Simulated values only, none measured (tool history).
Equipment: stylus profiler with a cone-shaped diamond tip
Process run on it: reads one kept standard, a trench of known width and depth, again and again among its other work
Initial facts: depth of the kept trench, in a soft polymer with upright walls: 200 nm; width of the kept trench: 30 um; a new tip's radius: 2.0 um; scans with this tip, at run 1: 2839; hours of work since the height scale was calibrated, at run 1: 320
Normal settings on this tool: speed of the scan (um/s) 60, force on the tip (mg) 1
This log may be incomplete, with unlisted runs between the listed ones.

run	hour	speed of the scan (um/s)	force on the tip (mg)	scans with this tip	hours of work since the height scale was calibrated	depth of the trench (Å)	width of the trench's floor (um)
1	0	60	1	2839	320	2020.5	27.86
2	37.1	60	1	3031	342	2022.9	27.88
3	97.4	60	1	3342	377	2019.9	27.81
4	160.1	60	1.24	3666	413	2025.5	27.82
5	217.5	60	1.24	3962	447	2026.1	27.81
6	275.2	60	1	4260	480	2022.8	27.76
7	321.5	60	0.45	4499	507	2013.7	27.64
8	385.5	60	0.45	4830	544	2014.7	27.66
9	433.6	60	0.45	5078	572	2017.4	27.6
10	474.3	60	0.45	5289	596	2015.3	27.61
11	529.6	60	0.45	5574	628	2015.1	27.6
12	570.4	25	1	5785	652	2024	27.82
13	614.7	60	1.48	6014	678	2028.1	27.67
14	669.7	62	2.14	6297	710	2036.4	27.72
15	703.3	22	1.7	6471	729	2031.8	27.8
16	759	19	0.5	6759	762	2017.3	27.71
17	790.4	117	0.33	6921	780	2013.3	27.16
18	836.1	117	0.33	7157	807	2013.7	27.13
19	865.3	97	2.69	7308	824	2042	27.59
20	921.2	168	1.9	7596	856	2036.4	27.36
21	954.6	73	1.69	7769	876	2032.9	27.64
22	1022.8	73	1.69	8121	915	2033.2	27.54
23	1065.4	20	0.36	8341	940	2019.2	27.62
24	1119	20	0.36	8618	971	2017.7	27.62

Each run again, without the hidden state but with its own random variation kept:
Hidden state at play: radius of the tip, um; height scale over the true one, %; drift of the gauge itself on depth_nm, %; drift of the gauge itself on floor_um, %.
run	depth of the trench (Å)	width of the trench's floor (um)
1	2017.6	28.04
2	2019.7	28.07
3	2016.5	28.02
4	2021.8	28.05
5	2022.2	28.06
6	2018.6	28.03
7	2009.3	27.93
8	2010	27.96
9	2012.5	27.92
10	2010.2	27.94
11	2009.8	27.95
12	2018.4	28.18
13	2022.3	28.05
14	2030.4	28.12
15	2025.7	28.2
16	2011	28.13
17	2006.8	27.59
18	2007	27.58
19	2035.1	28.04
20	2029.2	27.83
21	2025.6	28.12
22	2025.6	28.04
23	2011.5	28.13
24	2009.8	28.15
